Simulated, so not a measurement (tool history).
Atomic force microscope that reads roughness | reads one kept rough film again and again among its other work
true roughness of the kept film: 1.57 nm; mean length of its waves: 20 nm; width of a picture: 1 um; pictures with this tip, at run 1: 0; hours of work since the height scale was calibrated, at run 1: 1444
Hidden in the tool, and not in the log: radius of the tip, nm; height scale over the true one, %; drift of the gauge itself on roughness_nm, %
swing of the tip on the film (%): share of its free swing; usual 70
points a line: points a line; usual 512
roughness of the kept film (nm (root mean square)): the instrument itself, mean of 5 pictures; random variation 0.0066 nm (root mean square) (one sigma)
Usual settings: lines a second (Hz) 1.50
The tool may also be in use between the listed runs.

run,day,lines a second (Hz),swing of the tip on the film (%),points a line,pictures with this tip,hours of work since the height scale was calibrated,roughness of the kept film (nm (root mean square))
1,0.000,1.50,70,512,0,1444,1.285
# day 1.538: new tip fitted
2,2.058,1.50,70,512,30,1478,1.139
# day 3.096: new tip fitted
3,4.104,1.50,70,512,58,1511,1.028
# day 4.621: new tip fitted
# day 6.300: new tip fitted
4,6.583,1.50,70,512,17,1552,1.188
# day 7.825: new tip fitted
5,8.938,1.50,69,512,65,1591,0.994
# day 9.417: new tip fitted
6,10.521,1.50,66,512,64,1617,0.978
# day 10.917: new tip fitted
# day 12.404: new tip fitted
7,12.762,1.50,70,512,21,1653,1.166
# day 14.046: new tip fitted
8,14.288,1.50,70,512,14,1678,1.217
# day 15.762: new tip fitted
9,16.988,0.54,70,512,71,1723,1.007
# day 17.246: new tip fitted
# day 18.854: new tip fitted
10,19.817,0.54,70,512,56,1769,1.067
# day 20.438: new tip fitted
11,21.146,0.54,70,512,41,1791,1.089
# day 22.012: new tip fitted
12,22.779,0.54,70,512,45,1818,1.099
# day 23.675: new tip fitted
13,25.117,0.54,70,512,84,1856,0.953
# day 25.392: new tip fitted
14,26.321,1.50,70,512,54,1876,1.071
# day 26.946: new tip fitted
# day 28.458: new tip fitted
15,28.842,1.50,70,512,22,1917,1.169
# day 30.042: new tip fitted
16,31.288,1.50,70,512,73,1958,0.971
# day 31.671: new tip fitted
# day 33.238: new tip fitted
17,33.238,1.50,70,512,0,1989,1.280
# day 34.821: new tip fitted
18,35.279,1.50,70,512,26,2023,1.136
# day 36.396: new tip fitted
19,37.358,1.66,70,512,55,2057,1.002
# day 37.900: new tip fitted
20,39.254,1.50,70,550,78,2089,0.946
# day 39.508: new tip fitted
# day 41.108: new tip fitted
21,41.404,2.09,70,550,17,2124,1.173
# day 42.662: new tip fitted
22,43.904,1.77,71,986,72,2165,0.986
# day 44.212: new tip fitted
# day 45.796: new tip fitted
23,46.312,0.95,71,393,30,2204,1.123
# day 47.383: new tip fitted
24,47.925,0.95,71,393,31,2231,1.125
# day 48.996: new tip fitted
25,49.167,0.75,60,285,10,2251,1.238
# day 50.600: new tip fitted
# day 51.142: height scale calibrated on a step standard
26,51.583,0.61,70,512,54,7,1.095
# day 52.254: new tip fitted
# day 53.804: new tip fitted
27,53.929,0.91,66,602,8,46,1.291
# day 55.333: new tip fitted
28,56.154,0.91,66,602,47,82,1.103
# day 56.950: new tip fitted
29,58.254,2.96,60,512,76,117,0.982
# day 58.458: new tip fitted
30,59.692,3.70,62,559,72,140,0.978
# day 60.088: new tip fitted
31,61.392,3.70,62,559,75,168,0.980
# day 61.600: new tip fitted
32,62.633,3.70,62,559,60,189,0.995
# day 63.125: new tip fitted
33,64.558,1.50,78,512,83,220,0.921
# day 64.725: new tip fitted
# day 66.246: new tip fitted
34,67.071,0.50,60,583,48,262,1.142
# day 67.729: new tip fitted
35,68.904,0.50,60,541,68,292,1.022
# day 69.367: new tip fitted
36,70.292,0.59,77,497,53,314,1.096
# day 70.917: new tip fitted
# day 72.429: new tip fitted
37,73.012,0.79,74,512,34,359,1.158
# day 73.996: new tip fitted
38,75.254,1.50,59,459,73,396,1.029
# day 75.596: new tip fitted
# day 77.129: new tip fitted
39,77.692,0.65,60,714,32,436,1.156

Hidden state or all else? Some run-to-run changes of roughness of the kept film (nm (root mean square)), split into what the settings, what came in and random variation would give without the hidden state, and what is left for the hidden state (with any gauge scatter that isn't in both results):
Run 8 -> 9: lines a second (Hz) 1.50 -> 0.54, new tip fitted. roughness of the kept film (nm (root mean square)) -0.210: hidden state -0.227, all else +0.017.
Run 16 -> 17: new tip fitted, new tip fitted. roughness of the kept film (nm (root mean square)) +0.309: hidden state +0.321, all else -0.012.
Run 20 -> 21: lines a second (Hz) 1.50 -> 2.09, new tip fitted, new tip fitted. roughness of the kept film (nm (root mean square)) +0.227: hidden state +0.257, all else -0.030.
Run 33 -> 34: lines a second (Hz) 1.50 -> 0.50, swing of the tip on the film (%) 78 -> 60, points a line 512 -> 583, new tip fitted, new tip fitted. roughness of the kept film (nm (root mean square)) +0.221: hidden state +0.142, all else +0.079.

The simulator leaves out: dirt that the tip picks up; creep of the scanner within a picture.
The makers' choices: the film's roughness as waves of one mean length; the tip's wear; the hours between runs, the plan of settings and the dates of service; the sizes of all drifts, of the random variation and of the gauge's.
